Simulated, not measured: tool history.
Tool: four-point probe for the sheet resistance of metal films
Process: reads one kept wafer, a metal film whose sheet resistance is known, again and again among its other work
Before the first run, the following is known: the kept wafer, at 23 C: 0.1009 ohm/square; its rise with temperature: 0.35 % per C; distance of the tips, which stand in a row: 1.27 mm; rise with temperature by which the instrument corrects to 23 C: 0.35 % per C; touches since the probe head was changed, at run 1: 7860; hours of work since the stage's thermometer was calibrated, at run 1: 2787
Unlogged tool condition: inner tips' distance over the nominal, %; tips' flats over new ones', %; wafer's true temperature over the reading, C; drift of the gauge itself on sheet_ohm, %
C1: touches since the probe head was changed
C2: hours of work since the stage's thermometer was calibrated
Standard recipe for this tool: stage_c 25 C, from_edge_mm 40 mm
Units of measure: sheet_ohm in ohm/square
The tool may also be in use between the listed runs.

run 1 hour=0.0 | stage_c=25 from_edge_mm=40 | C1=7860 C2=2787 | sheet_ohm=0.100972
run 2 hour=9.3 | stage_c=22 from_edge_mm=40 | C1=7999 C2=2792 | sheet_ohm=0.101001
run 3 hour=21.2 | stage_c=22 from_edge_mm=40 | C1=8178 C2=2799 | sheet_ohm=0.100953
run 4 hour=33.0 | stage_c=22 from_edge_mm=40 | C1=8354 C2=2806 | sheet_ohm=0.100966
run 5 hour=48.7 | stage_c=25 from_edge_mm=40 | C1=8589 C2=2815 | sheet_ohm=0.100919
run 6 hour=67.0 | stage_c=25 from_edge_mm=40 | C1=8863 C2=2825 | sheet_ohm=0.100913
run 7 hour=78.5 | stage_c=25 from_edge_mm=40 | C1=9036 C2=2832 | sheet_ohm=0.100930
run 8 hour=93.7 | stage_c=25 from_edge_mm=40 | C1=9264 C2=2841 | sheet_ohm=0.100912
run 9 hour=104.8 | stage_c=25 from_edge_mm=40 | C1=9429 C2=2847 | sheet_ohm=0.100924
run 10 hour=117.6 | stage_c=25 from_edge_mm=13 | C1=9621 C2=2855 | sheet_ohm=0.101451
run 11 hour=127.3 | stage_c=25 from_edge_mm=13 | C1=9765 C2=2860 | sheet_ohm=0.101417
run 12 hour=143.5 | stage_c=25 from_edge_mm=13 | C1=10008 C2=2869 | sheet_ohm=0.101433
run 13 hour=152.8 | stage_c=25 from_edge_mm=8 | C1=10148 C2=2875 | sheet_ohm=0.102234
run 14 hour=173.6 | stage_c=25 from_edge_mm=8 | C1=10459 C2=2887 | sheet_ohm=0.102235
run 15 hour=191.7 | stage_c=25 from_edge_mm=8 | C1=10730 C2=2897 | sheet_ohm=0.102257
-- hour=197.5 stage's thermometer calibrated
run 16 hour=205.2 | stage_c=25 from_edge_mm=8 | C1=10925 C2=4 | sheet_ohm=0.102224
run 17 hour=214.2 | stage_c=29 from_edge_mm=8 | C1=11059 C2=10 | sheet_ohm=0.102205
run 18 hour=232.5 | stage_c=21 from_edge_mm=15 | C1=11333 C2=20 | sheet_ohm=0.101286
run 19 hour=249.8 | stage_c=21 from_edge_mm=15 | C1=11592 C2=30 | sheet_ohm=0.101298
run 20 hour=263.1 | stage_c=25 from_edge_mm=20 | C1=11792 C2=38 | sheet_ohm=0.101101
run 21 hour=273.3 | stage_c=19 from_edge_mm=3 | C1=11944 C2=44 | sheet_ohm=0.109750
run 22 hour=293.8 | stage_c=30 from_edge_mm=8 | C1=12250 C2=55 | sheet_ohm=0.102232
run 23 hour=310.3 | stage_c=19 from_edge_mm=72 | C1=12498 C2=65 | sheet_ohm=0.100971
run 24 hour=324.5 | stage_c=28 from_edge_mm=67 | C1=12711 C2=73 | sheet_ohm=0.100907
run 25 hour=344.8 | stage_c=34 from_edge_mm=9 | C1=13014 C2=85 | sheet_ohm=0.101913
run 26 hour=363.5 | stage_c=19 from_edge_mm=69 | C1=13294 C2=95 | sheet_ohm=0.100910
run 27 hour=376.7 | stage_c=22 from_edge_mm=18 | C1=13492 C2=103 | sheet_ohm=0.101168
run 28 hour=392.4 | stage_c=27 from_edge_mm=57 | C1=13727 C2=112 | sheet_ohm=0.100890
run 29 hour=401.4 | stage_c=21 from_edge_mm=32 | C1=13861 C2=117 | sheet_ohm=0.101000
run 30 hour=417.1 | stage_c=21 from_edge_mm=32 | C1=14097 C2=126 | sheet_ohm=0.100978
run 31 hour=432.4 | stage_c=34 from_edge_mm=40 | C1=14326 C2=135 | sheet_ohm=0.100899
run 32 hour=442.5 | stage_c=35 from_edge_mm=20 | C1=14477 C2=141 | sheet_ohm=0.101070
run 33 hour=461.0 | stage_c=35 from_edge_mm=20 | C1=14754 C2=151 | sheet_ohm=0.101071

Predict each of these 3 candidate next runs independently; none follows another, all start after run 33:
run A hour=473.1 | stage_c=23 from_edge_mm=5 | C1=14934 C2=158 | sheet_ohm=?
run B hour=473.1 | stage_c=35 from_edge_mm=28 | C1=14934 C2=158 | sheet_ohm=?
run C hour=473.1 | stage_c=23 from_edge_mm=27 | C1=14934 C2=158 | sheet_ohm=?

run=A sheet_ohm=0.104286
run=B sheet_ohm=0.100946
run=C sheet_ohm=0.100992
Had the tool no hidden state, the same runs would have come out as:
run=A sheet_ohm=0.104288
run=B sheet_ohm=0.100948
run=C sheet_ohm=0.100994

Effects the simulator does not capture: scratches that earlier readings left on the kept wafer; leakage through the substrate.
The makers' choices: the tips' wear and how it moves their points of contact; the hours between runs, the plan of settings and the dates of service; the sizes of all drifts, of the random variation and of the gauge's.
